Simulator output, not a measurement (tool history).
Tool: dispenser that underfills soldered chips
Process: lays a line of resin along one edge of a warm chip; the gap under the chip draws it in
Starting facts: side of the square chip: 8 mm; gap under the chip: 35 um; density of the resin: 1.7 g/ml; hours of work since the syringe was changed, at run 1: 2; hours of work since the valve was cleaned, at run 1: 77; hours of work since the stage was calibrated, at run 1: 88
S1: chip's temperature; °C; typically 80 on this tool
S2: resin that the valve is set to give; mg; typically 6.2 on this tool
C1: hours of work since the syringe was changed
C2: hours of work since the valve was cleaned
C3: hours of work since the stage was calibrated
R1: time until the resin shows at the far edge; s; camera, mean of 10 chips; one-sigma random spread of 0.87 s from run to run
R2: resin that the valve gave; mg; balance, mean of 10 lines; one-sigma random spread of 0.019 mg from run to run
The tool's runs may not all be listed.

Run 1, hour 0: usual settings; C1 2; C2 77; C3 88. Result: R1 92.8 s, R2 5.88 mg.
Run 2, hour 4: usual settings; C1 5; C2 80; C3 91. Result: R1 106.3 s, R2 5.86 mg.
Run 3, hour 7.4: usual settings; C1 7; C2 82; C3 93. Result: R1 117.7 s, R2 5.87 mg.
At hour 8.1: new syringe of resin.
Run 4, hour 12.9: usual settings but S2 6.95 mg; C1 3; C2 85; C3 96. Result: R1 93.9 s, R2 6.58 mg.
Run 5, hour 16.9: usual settings but S2 6.95 mg; C1 6; C2 88; C3 99. Result: R1 107.9 s, R2 6.53 mg.
At hour 19.9: new syringe of resin.
Run 6, hour 22.1: usual settings but S1 73 °C, S2 6.95 mg; C1 1; C2 91; C3 102. Result: R1 117.5 s, R2 6.52 mg.
Run 7, hour 26.6: usual settings; C1 4; C2 94; C3 105. Result: R1 102.2 s, R2 5.79 mg.
At hour 31.8: new syringe of resin.
Run 8, hour 33.1: usual settings but S2 5.98 mg; C1 1; C2 98; C3 109. Result: R1 88.5 s, R2 5.61 mg.
Run 9, hour 38.4: usual settings but S2 6.28 mg; C1 4; C2 101; C3 112. Result: R1 104.6 s, R2 5.86 mg.
Run 10, hour 41.9: usual settings but S2 6.28 mg; C1 7; C2 104; C3 114. Result: R1 117.2 s, R2 5.85 mg.
At hour 43.9: new syringe of resin.
At hour 46.4: dispensing valve cleaned and set on the balance.
Run 11, hour 48: usual settings; C1 2; C2 1; C3 117. Result: R1 91.7 s, R2 6.21 mg.
Run 12, hour 54.1: usual settings; C1 6; C2 5; C3 121. Result: R1 110.5 s, R2 6.21 mg.
At hour 57: new syringe of resin.
Run 13, hour 57: usual settings; C1 0; C2 7; C3 123. Result: R1 84.2 s, R2 6.21 mg.
Run 14, hour 59.6: usual settings but S1 85 °C; C1 2; C2 8; C3 125. Result: R1 75.9 s, R2 6.16 mg.
Run 15, hour 63.1: usual settings but S1 78 °C; C1 4; C2 11; C3 127. Result: R1 113.8 s, R2 6.14 mg.
Run 16, hour 67.2: usual settings but S1 78 °C; C1 7; C2 13; C3 130. Result: R1 125.2 s, R2 6.15 mg.
At hour 68.7: new syringe of resin.
Run 17, hour 72: usual settings but S1 89 °C; C1 2; C2 16; C3 132. Result: R1 64.7 s, R2 6.12 mg.
Run 18, hour 74.9: usual settings but S1 89 °C; C1 4; C2 18; C3 134. Result: R1 72.5 s, R2 6.13 mg.
Run 19, hour 79.4: usual settings but S1 74 °C, S2 5.51 mg; C1 7; C2 21; C3 137. Result: R1 153.7 s, R2 5.46 mg.
At hour 80.7: new syringe of resin.
Run 20, hour 83.3: usual settings but S1 90 °C, S2 7.89 mg; C1 2; C2 23; C3 139. Result: R1 62.7 s, R2 7.8 mg.
Run 21, hour 85.8: usual settings but S1 67 °C, S2 7.84 mg; C1 3; C2 25; C3 141. Result: R1 169.6 s, R2 7.72 mg.
Run 22, hour 89.2: usual settings but S1 90 °C, S2 7.46 mg; C1 5; C2 27; C3 143. Result: R1 75.5 s, R2 7.32 mg.
At hour 92.7: new syringe of resin.
Run 23, hour 93.4: usual settings but S1 90 °C, S2 7.46 mg; C1 0; C2 29; C3 146. Result: R1 57.1 s, R2 7.34 mg.
Run 24, hour 96.1: usual settings but S1 93 °C; C1 2; C2 31; C3 148. Result: R1 56.8 s, R2 6.05 mg.
Run 25, hour 101.3: usual settings but S1 89 °C, S2 5.45 mg; C1 6; C2 34; C3 151. Result: R1 79.8 s, R2 5.35 mg.
Run 26, hour 103.9: usual settings but S1 78 °C, S2 7.29 mg; C1 7; C2 36; C3 153. Result: R1 126.4 s, R2 7.12 mg.
At hour 104.8: new syringe of resin.
Run 27, hour 108.7: usual settings but S1 78 °C, S2 5.48 mg; C1 3; C2 39; C3 155. Result: R1 105.7 s, R2 5.33 mg.
Run 28, hour 111.8: usual settings but S1 78 °C, S2 5.48 mg; C1 4; C2 41; C3 157. Result: R1 114.9 s, R2 5.35 mg.
Run 29, hour 115.1: usual settings but S1 78 °C, S2 5.48 mg; C1 7; C2 43; C3 160. Result: R1 130.6 s, R2 5.32 mg.
At hour 116.7: new syringe of resin.
Run 30, hour 120.3: usual settings but S1 78 °C, S2 5.48 mg; C1 2; C2 46; C3 163. Result: R1 104.3 s, R2 5.34 mg.
Run 31, hour 123.4: usual settings but S1 72 °C, S2 6.33 mg; C1 4; C2 48; C3 165. Result: R1 140.4 s, R2 6.14 mg.
Run 32, hour 126.4: usual settings but S1 93 °C, S2 6.43 mg; C1 6; C2 50; C3 167. Result: R1 68.7 s, R2 6.24 mg.
At hour 128.4: new syringe of resin.
Run 33, hour 130.5: usual settings but S1 91 °C, S2 5.59 mg; C1 1; C2 53; C3 169. Result: R1 61.5 s, R2 5.38 mg.
Run 34, hour 133.4: usual settings but S1 83 °C, S2 6.19 mg; C1 3; C2 54; C3 171. Result: R1 88.7 s, R2 5.95 mg.
Run 35, hour 136.8: usual settings but S1 68 °C, S2 5.87 mg; C1 5; C2 57; C3 173. Result: R1 181.1 s, R2 5.65 mg.
At hour 140.1: new syringe of resin.
Run 36, hour 142.4: usual settings but S1 65 °C, S2 5.3 mg; C1 1; C2 60; C3 176. Result: R1 177.8 s, R2 5.12 mg.

Hidden state at the last listed run before each entry between runs and at the first one after, where it differs:
Logged between run 3 and run 4: new syringe of resin (hour 8.1)
  resin's viscosity, % of fresh resin's: 140 -> 114.7; dose that the valve gives, % of what is set: 94.5 -> 94.29; true chip temperature over the reading, C: -0.42 -> -0.44
  difference, measured minus the result without the unlogged condition, R1: +35.6 -> +13.8 s; R2: -0.34 -> -0.4 mg
Logged between run 5 and run 6: new syringe of resin (hour 19.9)
  resin's viscosity, % of fresh resin's: 130.1 -> 105.9; dose that the valve gives, % of what is set: 94.12 -> 93.9; true chip temperature over the reading, C: -0.45 -> -0.47
  difference, measured minus the result without the unlogged condition, R1: +26.9 -> +9.1 s; R2: -0.4 -> -0.42 mg
Logged between run 7 and run 8: new syringe of resin (hour 31.8)
  resin's viscosity, % of fresh resin's: 121.8 -> 105.2; dose that the valve gives, % of what is set: 93.71 -> 93.46; true chip temperature over the reading, C: -0.49 -> -0.51
  difference, measured minus the result without the unlogged condition, R1: +20.6 -> +6.9 s; R2: -0.39 -> -0.39 mg
Logged between run 10 and run 11: new syringe of resin (hour 43.9); dispensing valve cleaned and set on the balance (hour 46.4)
  resin's viscosity, % of fresh resin's: 138.4 -> 110.2; dose that the valve gives, % of what is set: 93.06 -> 100.04; true chip temperature over the reading, C: -0.54 -> -0.56
  difference, measured minus the result without the unlogged condition, R1: +35 -> +10.2 s; R2: -0.44 -> +0.01 mg
Logged between run 12 and run 13: new syringe of resin (hour 57)
  resin's viscosity, % of fresh resin's: 132.9 -> 100.6; dose that the valve gives, % of what is set: 99.77 -> 99.65; true chip temperature over the reading, C: -0.58 -> -0.59
  difference, measured minus the result without the unlogged condition, R1: +29.4 -> +2.4 s; R2: -0.02 -> -0.02 mg
Logged between run 16 and run 17: new syringe of resin (hour 68.7)
  resin's viscosity, % of fresh resin's: 138.1 -> 109.9; dose that the valve gives, % of what is set: 99.2 -> 99.01; true chip temperature over the reading, C: -0.62 -> -0.64
  difference, measured minus the result without the unlogged condition, R1: +36.9 -> +7.3 s; R2: -0.05 -> -0.06 mg
Logged between run 19 and run 20: new syringe of resin (hour 80.7)
  resin's viscosity, % of fresh resin's: 138.4 -> 110.6; dose that the valve gives, % of what is set: 98.7 -> 98.55; true chip temperature over the reading, C: -0.67 -> -0.68
  difference, measured minus the result without the unlogged condition, R1: +45.6 -> +7.4 s; R2: -0.07 -> -0.11 mg
Logged between run 22 and run 23: new syringe of resin (hour 92.7)
  resin's viscosity, % of fresh resin's: 133.1 -> 101.4; dose that the valve gives, % of what is set: 98.31 -> 98.16; true chip temperature over the reading, C: -0.7 -> -0.71
  difference, measured minus the result without the unlogged condition, R1: +20.3 -> +2.3 s; R2: -0.13 -> -0.14 mg
Logged between run 26 and run 27: new syringe of resin (hour 104.8)
  resin's viscosity, % of fresh resin's: 140.6 -> 113.2; dose that the valve gives, % of what is set: 97.71 -> 97.51; true chip temperature over the reading, C: -0.75 -> -0.77
  difference, measured minus the result without the unlogged condition, R1: +39.2 -> +15.6 s; R2: -0.17 -> -0.14 mg
Logged between run 29 and run 30: new syringe of resin (hour 116.7)
  resin's viscosity, % of fresh resin's: 138.1 -> 110.1; dose that the valve gives, % of what is set: 97.23 -> 97.02; true chip temperature over the reading, C: -0.79 -> -0.81
  difference, measured minus the result without the unlogged condition, R1: +39.4 -> +13.2 s; R2: -0.15 -> -0.16 mg
Logged between run 32 and run 33: new syringe of resin (hour 128.4)
  resin's viscosity, % of fresh resin's: 132.8 -> 107.6; dose that the valve gives, % of what is set: 96.77 -> 96.6; true chip temperature over the reading, C: -0.83 -> -0.85
  difference, measured minus the result without the unlogged condition, R1: +18.6 -> +6.4 s; R2: -0.2 -> -0.19 mg
Logged between run 35 and run 36: new syringe of resin (hour 140.1)
  resin's viscosity, % of fresh resin's: 130.8 -> 109.4; dose that the valve gives, % of what is set: 96.35 -> 96.12; true chip temperature over the reading, C: -0.87 -> -0.89
  difference, measured minus the result without the unlogged condition, R1: +48.2 -> +22.9 s; R2: -0.21 -> -0.2 mg
